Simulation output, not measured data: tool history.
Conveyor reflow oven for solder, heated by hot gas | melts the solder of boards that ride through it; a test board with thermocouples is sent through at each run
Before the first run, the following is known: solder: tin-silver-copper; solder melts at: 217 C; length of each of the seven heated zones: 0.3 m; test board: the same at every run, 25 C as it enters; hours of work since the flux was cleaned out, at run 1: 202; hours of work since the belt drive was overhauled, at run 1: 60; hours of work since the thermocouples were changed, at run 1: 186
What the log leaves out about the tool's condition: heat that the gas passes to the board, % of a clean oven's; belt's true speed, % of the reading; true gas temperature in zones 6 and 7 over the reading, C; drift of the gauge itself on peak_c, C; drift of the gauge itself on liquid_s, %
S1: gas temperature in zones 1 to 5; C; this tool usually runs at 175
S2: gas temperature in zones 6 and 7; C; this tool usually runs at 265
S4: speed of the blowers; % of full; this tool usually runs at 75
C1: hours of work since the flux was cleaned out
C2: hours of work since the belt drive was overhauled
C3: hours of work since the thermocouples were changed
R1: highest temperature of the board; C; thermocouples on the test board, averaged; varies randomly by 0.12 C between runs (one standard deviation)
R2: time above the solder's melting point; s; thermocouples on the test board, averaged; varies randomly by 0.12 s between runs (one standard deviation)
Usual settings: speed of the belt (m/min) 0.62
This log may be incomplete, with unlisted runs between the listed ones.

Run 1, hour 0: usual settings; C1 202; C2 60; C3 186. Result: R1 253.1 C, R2 44.8 s.
Run 2, hour 26.5: usual settings but speed of the belt (m/min) 0.526; C1 214; C2 72; C3 198. Result: R1 257 C, R2 55.8 s.
Run 3, hour 40.9: usual settings but S1 166 C; C1 220; C2 78; C3 205. Result: R1 251.5 C, R2 41.8 s.
Run 4, hour 56.5: usual settings but S1 166 C; C1 227; C2 85; C3 212. Result: R1 251.6 C, R2 42 s.
Run 5, hour 68.2: usual settings but S1 166 C; C1 233; C2 90; C3 217. Result: R1 251.6 C, R2 41.7 s.
Run 6, hour 90: usual settings but S1 185 C; C1 242; C2 100; C3 226. Result: R1 254.2 C, R2 48.6 s.
Run 7, hour 115.7: usual settings but S1 185 C; C1 254; C2 112; C3 238. Result: R1 254 C, R2 48.4 s.
Run 8, hour 135.2: usual settings but S1 185 C; C1 262; C2 120; C3 246. Result: R1 254.2 C, R2 48.5 s.
Run 9, hour 161.3: usual settings but S1 185 C; C1 274; C2 132; C3 258. Result: R1 254.2 C, R2 48.5 s.
Run 10, hour 180.1: usual settings but S1 185 C, S2 260 C; C1 282; C2 140; C3 266. Result: R1 249.5 C, R2 46.4 s.
Run 11, hour 193.3: usual settings but S1 179 C, S2 254 C, speed of the belt (m/min) 0.718, S4 53 % of full; C1 288; C2 146; C3 272. Result: R1 233.5 C, R2 24.5 s.
Run 12, hour 207.9: usual settings but S1 179 C, S2 279 C, speed of the belt (m/min) 0.645, S4 53 % of full; C1 294; C2 152; C3 279. Result: R1 258.4 C, R2 45.5 s.
Run 13, hour 223: usual settings but S1 170 C, S2 256 C, speed of the belt (m/min) 0.645, S4 89 % of full; C1 301; C2 159; C3 285. Result: R1 245.9 C, R2 38.4 s.
Run 14, hour 241.6: usual settings but S2 264 C, speed of the belt (m/min) 0.678, S4 73 % of full; C1 309; C2 167; C3 294. Result: R1 248.9 C, R2 38.2 s.
At hour 263.7: flux residue cleaned out of gas plates and filters.
Run 15, hour 268.1: usual settings but S2 253 C, S4 72 % of full; C1 2; C2 177; C3 303. Result: R1 241.6 C, R2 37.9 s.
Run 16, hour 281.7: usual settings but S1 188 C, S2 253 C, speed of the belt (m/min) 0.686, S4 58 % of full; C1 8; C2 183; C3 309. Result: R1 238.2 C, R2 33.4 s.
Run 17, hour 296.8: usual settings but S1 166 C, S2 262 C, speed of the belt (m/min) 0.52, S4 62 % of full; C1 15; C2 190; C3 316. Result: R1 250.6 C, R2 49.9 s.

Describe how what the log doesn't record of the tool's condition differs between the last listed run preceding each entry between runs and the first listed run following it.
From run 14 to run 15: flux residue cleaned out of gas plates and filters (hour 263.7)
  heat that the gas passes to the board, % of a clean oven's: 99.9 -> 100
